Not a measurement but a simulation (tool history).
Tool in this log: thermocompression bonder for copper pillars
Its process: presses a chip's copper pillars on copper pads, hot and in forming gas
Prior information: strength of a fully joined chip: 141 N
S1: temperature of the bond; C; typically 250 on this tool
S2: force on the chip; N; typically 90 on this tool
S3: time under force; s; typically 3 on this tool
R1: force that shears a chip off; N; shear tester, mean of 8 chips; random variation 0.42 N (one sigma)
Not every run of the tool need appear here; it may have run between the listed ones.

Run 1, day 0.000: usual settings. Result: R1 64.5 N.
Run 2, day 0.629: usual settings. Result: R1 63.9 N.
Run 3, day 1.075: usual settings. Result: R1 63.9 N.
Run 4, day 1.821: usual settings. Result: R1 63.6 N.
Run 5, day 2.667: usual settings but S3 6 s. Result: R1 79.2 N.
Run 6, day 3.579: usual settings but S3 6 s. Result: R1 77.5 N.
Run 7, day 4.283: usual settings but S1 226 C, S2 105 N. Result: R1 44.5 N.
Run 8, day 4.762: usual settings but S1 245 C, S2 110 N, S3 9 s. Result: R1 89.0 N.
Run 9, day 5.588: usual settings but S1 245 C, S2 110 N, S3 9 s. Result: R1 88.2 N.
Run 10, day 6.392: usual settings but S1 245 C, S2 110 N, S3 9 s. Result: R1 87.3 N.
Run 11, day 7.350: usual settings but S1 264 C, S2 86 N, S3 4 s. Result: R1 79.1 N.

Here are 3 independent what-if runs from the current tool condition. What would each one return?
Run A, day 7.871: usual settings but S1 234 C. Result: R1 ?.
Run B, day 7.871: usual settings but S1 248 C, S2 108 N, S3 5 s. Result: R1 ?.
Run C, day 7.871: usual settings but S1 264 C, S2 66 N, S3 4 s. Result: R1 ?.

run    R1
  A  46.5
  B  75.6
  C  70.2
Had the tool no hidden state, the same runs would have come out as:
run    R1
  A  51.2
  B  83.3
  C  77.3
